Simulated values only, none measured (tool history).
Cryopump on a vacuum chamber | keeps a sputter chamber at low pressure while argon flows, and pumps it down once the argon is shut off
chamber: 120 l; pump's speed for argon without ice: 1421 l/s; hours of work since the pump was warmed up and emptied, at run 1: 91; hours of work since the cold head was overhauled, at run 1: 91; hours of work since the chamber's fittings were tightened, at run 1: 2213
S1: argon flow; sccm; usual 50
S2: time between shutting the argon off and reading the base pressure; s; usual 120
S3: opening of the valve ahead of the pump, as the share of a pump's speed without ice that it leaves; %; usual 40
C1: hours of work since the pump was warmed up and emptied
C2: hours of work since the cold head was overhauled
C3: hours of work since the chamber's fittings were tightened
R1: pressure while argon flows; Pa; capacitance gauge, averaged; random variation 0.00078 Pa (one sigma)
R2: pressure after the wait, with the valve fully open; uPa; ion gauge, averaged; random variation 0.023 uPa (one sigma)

run	day	S1	S2	S3	C1	C2	C3	R1	R2
1	0	50	120	40	91	91	2213	0.1524	1.44
2	0.671	50	120	40	101	101	2223	0.1517	1.39
3	1.346	50	44	40	112	112	2233	0.1533	2.32
4	1.883	50	44	40	120	120	2242	0.1544	2.29
5	2.529	50	120	40	130	130	2252	0.1563	1.4
6	3.067	50	120	40	138	138	2260	0.1548	1.43
7	3.688	50	120	40	148	148	2269	0.155	1.49
8	4.221	50	120	56	156	156	2278	0.1127	1.45
9	4.562	50	120	20	161	161	2283	0.3045	1.48
# day 5.05: leaking fittings of the chamber tightened, without venting
10	5.171	50	120	20	169	169	2	0.3053	0.82
11	5.954	50	120	20	181	181	14	0.3063	0.74
12	6.271	50	120	59	186	186	19	0.1091	0.8
13	6.883	50	120	59	196	196	28	0.1097	0.83
14	7.621	50	120	40	207	207	40	0.1589	0.8
15	7.954	50	120	40	212	212	45	0.1574	0.83
16	8.746	50	120	52	224	224	57	0.1248	0.79
17	9.242	50	120	52	232	232	65	0.1258	0.84
18	10.017	43	81	37	244	244	76	0.1464	1.11
19	10.638	74	104	37	253	253	86	0.2552	0.92
20	11.158	67	66	48	261	261	94	0.1835	1.3
21	11.55	67	165	48	267	267	100	0.1831	0.72
22	12.338	67	289	48	279	279	112	0.1846	0.58
23	13.079	74	47	48	291	291	124	0.2044	1.7
24	13.538	74	47	48	298	298	131	0.2048	1.7
25	13.958	89	164	48	304	304	137	0.2477	0.76
26	14.688	89	164	48	316	316	148	0.2505	0.73
27	15.279	81	43	40	325	325	157	0.2683	1.82
28	15.846	66	54	59	333	333	166	0.156	1.55
29	16.167	23	29	48	338	338	171	0.0659	2.5
30	16.862	22	29	42	349	349	182	0.0707	2.52
31	17.558	52	36	56	360	360	192	0.1299	2.2
32	18.208	68	228	56	370	370	202	0.1707	0.65
33	18.804	68	228	56	379	379	212	0.1708	0.66

Some steps in R1 between neighbouring runs. How much of each would the tool show without its hidden state too (settings, what came in, random variation), and how much is left for the hidden state, with any gauge scatter that isn't in both results?
The hidden state here: pump's speed, % of a pump's without ice; cold plate's temperature, K; leak into the chamber, uPa l/s; drift of the gauge itself on working_pa, %; drift of the gauge itself on base_upa, %.
Run 8 -> 9: S3 56 -> 20. R1 +0.1918 Pa: hidden state +0.0003, all else +0.1915.
Run 11 -> 12: S3 20 -> 59. R1 -0.1972 Pa: hidden state +0.0003, all else -0.1975.
Run 18 -> 19: S1 43 -> 74, S2 81 -> 104. R1 +0.1088 Pa: hidden state +0.0079, all else +0.1009.
Run 27 -> 28: S1 81 -> 66, S2 43 -> 54, S3 40 -> 59. R1 -0.1123 Pa: hidden state -0.004, all else -0.1083.
Run 28 -> 29: S1 66 -> 23, S2 54 -> 29, S3 59 -> 48. R1 -0.0901 Pa: hidden state -0.0144, all else -0.0757.
Run 30 -> 31: S1 22 -> 52, S2 29 -> 36, S3 42 -> 56. R1 +0.0592 Pa: hidden state +0.0114, all else +0.0478.

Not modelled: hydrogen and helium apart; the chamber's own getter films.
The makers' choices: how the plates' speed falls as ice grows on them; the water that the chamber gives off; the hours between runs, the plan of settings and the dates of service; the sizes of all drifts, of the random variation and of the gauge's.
